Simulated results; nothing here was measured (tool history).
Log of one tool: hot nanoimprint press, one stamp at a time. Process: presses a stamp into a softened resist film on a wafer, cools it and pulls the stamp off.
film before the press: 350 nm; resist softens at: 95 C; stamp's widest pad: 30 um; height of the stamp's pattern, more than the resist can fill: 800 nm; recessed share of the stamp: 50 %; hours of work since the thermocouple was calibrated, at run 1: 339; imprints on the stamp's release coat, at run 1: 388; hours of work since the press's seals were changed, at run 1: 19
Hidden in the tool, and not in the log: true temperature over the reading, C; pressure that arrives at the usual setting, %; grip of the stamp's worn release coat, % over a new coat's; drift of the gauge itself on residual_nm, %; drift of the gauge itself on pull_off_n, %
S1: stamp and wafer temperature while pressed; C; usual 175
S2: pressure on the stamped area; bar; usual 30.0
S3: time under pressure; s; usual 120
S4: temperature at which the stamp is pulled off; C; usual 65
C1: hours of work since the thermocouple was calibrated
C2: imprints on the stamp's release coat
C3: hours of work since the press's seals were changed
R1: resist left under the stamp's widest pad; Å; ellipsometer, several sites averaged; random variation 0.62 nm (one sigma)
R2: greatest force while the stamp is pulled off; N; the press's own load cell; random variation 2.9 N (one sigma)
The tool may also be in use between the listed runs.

run    hour   S1    S2   S3  S4   C1    C2   C3    R1   R2
  1     0.0  175  30.0  120  65  339   388   19  2017  141
       66.0  -- plate thermocouple calibrated
  2    84.8  175  30.0  120  65   12   801   73  1992  156
  3   172.2  175  30.0  120  65   70  1244  131  1998  155
      226.0  -- stamp cleaned and given a new release coat
  4   248.2  175  30.0  120  65  117   112  177  2007  141
  5   297.5  175  30.0  110  65  149   362  210  2069  141
  6   371.9  175  30.0  110  65  198   738  259  2059  147
  7   456.5  175  30.0  120  65  254  1166  315  2026  161
      525.9  -- stamp cleaned and given a new release coat
  8   537.6  175  30.0  147  65  304    59  365  1899  143
  9   619.5  175  30.0  147  65  358   474  419  1900  144
      655.3  -- plate thermocouple calibrated
 10   697.7  175  30.0  147  65   28   854  469  1890  148
 11   748.3  175  30.0  120  65   62  1110  502  2018  157
 12   803.9  175  30.0  120  65   98  1392  539  2019  164
      830.4  -- stamp cleaned and given a new release coat
 13   874.1  175  30.0  177  65  141   221  582  1788  142
 14   943.3  175  30.0  177  65  187   571  627  1785  148
 15  1010.1  182  30.0  120  65  231   910  672  1722  150
     1076.0  -- press's hydraulic seals changed and the load cell set to zero
 16  1094.8  177  39.1  120  65  282  1298   12  1721  162
     1140.5  -- stamp cleaned and given a new release coat
 17  1190.6  177  39.6   84  65  341   253   72  1937  149
     1251.9  -- plate thermocouple calibrated
 18  1256.1  177  39.6   84  65    3   570  113  1915  144
 19  1306.4  185  41.7  120  54   36   824  147  1335  196
 20  1345.1  185  41.7  120  54   62  1020  172  1349  205
 21  1421.7  178  34.2  138  64  112  1407  223  1698  163
     1447.5  -- stamp cleaned and given a new release coat
 22  1486.8  178  34.2  138  64  151   199  262  1690  146
 23  1525.5  172  35.4  186  62  177   394  288  1767  153
 24  1592.8  172  35.4  124  62  222   735  332  2031  159
 25  1662.0  175  36.1  120  66  267  1085  378  1886  156
 26  1731.4  165  30.0  120  64  313  1437  424  2538  175
     1746.7  -- stamp cleaned and given a new release coat
 27  1779.9  175  30.0  184  65  341   169  452  1768  144
     1844.0  -- plate thermocouple calibrated
 28  1855.7  175  30.0  184  65    8   537  500  1747  141
 29  1944.8  175  30.0  120  57   67   988  559  2017  189
 30  2034.0  166  39.7  199  62  126  1439  618  1951  177

The same runs without the tool's hidden state, with the same run-to-run variation:
run    R1   R2
  1  1983  132
  2  1988  141
  3  1986  132
  4  1989  138
  5  2046  134
  6  2030  132
  7  1989  138
  8  1856  140
  9  1850  134
 10  1864  133
 11  1988  137
 12  1984  138
 13  1748  138
 14  1740  136
 15  1672  133
 16  1700  136
 17  1906  142
 18  1901  133
 19  1319  176
 20  1330  180
 21  1672  136
 22  1658  141
 23  1729  144
 24  1986  143
 25  1835  134
 26  2485  144
 27  1713  139
 28  1725  132
 29  1987  167
 30  1901  148
